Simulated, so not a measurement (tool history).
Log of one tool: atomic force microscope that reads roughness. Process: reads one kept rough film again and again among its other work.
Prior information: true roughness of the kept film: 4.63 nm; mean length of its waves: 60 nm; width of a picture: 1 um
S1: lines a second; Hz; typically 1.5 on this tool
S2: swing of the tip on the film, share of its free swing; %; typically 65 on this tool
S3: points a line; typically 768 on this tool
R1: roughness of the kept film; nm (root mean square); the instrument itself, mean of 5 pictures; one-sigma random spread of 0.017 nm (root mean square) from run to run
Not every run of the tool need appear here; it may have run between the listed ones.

run,day,S1,S2,S3,R1
1,0,1.5,65,768,4.052
# day 0.358: new tip fitted
2,1.754,1.5,65,768,4.174
3,3.667,1.5,65,768,4.119
4,4.638,1.34,65,768,4.13
5,6.15,1.5,65,768,4.066
6,7.392,1.96,65,768,3.939
# day 8.612: new tip fitted
7,8.683,1.96,65,768,4.097
8,10.279,1.5,65,768,4.135
9,12.038,1.5,65,768,4.088
10,13.975,1.5,65,768,4.062
11,15.712,1.5,65,768,4.035
# day 16.796: new tip fitted
12,17.596,3.61,65,768,3.78
13,18.546,3.61,65,768,3.771
14,19.367,3.61,65,768,3.749
15,20.962,3.61,65,768,3.754
16,21.912,1.5,65,768,4.045
17,23.229,1.5,65,768,4.031
18,24.675,3.71,65,768,3.668
# day 25.038: new tip fitted
19,26.012,1.32,65,768,4.156
20,27.233,2.58,81,669,3.414
21,28.383,2.24,65,768,3.973
22,29.492,2.03,74,768,3.76
23,30.704,2.03,74,768,3.717
24,31.683,1.26,65,549,4.085
# day 33.258: new tip fitted
25,33.258,0.59,65,297,4.316
26,34.429,0.59,65,297,4.3
27,35.892,1.22,65,297,4.161
28,37.492,0.52,69,541,4.221
29,38.608,0.52,69,541,4.18
30,40.442,0.52,69,541,4.151
# day 41.479: new tip fitted
31,41.633,1.08,58,584,4.337
32,43.004,1.08,58,584,4.279
33,45.017,2.89,83,947,3.189
34,46.238,2.89,66,947,3.793
35,47.758,2.95,87,410,2.975
36,48.871,3.14,62,936,3.823
# day 49.604: new tip fitted
37,50.675,1.5,63,351,4.174
38,52.575,1.5,65,448,4.059

3 options for the next run, each taken on its own from the tool as it stands now. Forecast them:
A,53.496,1.5,76,448,?
B,53.496,1.5,81,467,?
C,53.496,0.9,75,322,?

run,R1
A,3.852
B,3.72
C,4.02
Without the tool's hidden state the same runs would have given:
run,R1
A,3.987
B,3.85
C,4.161
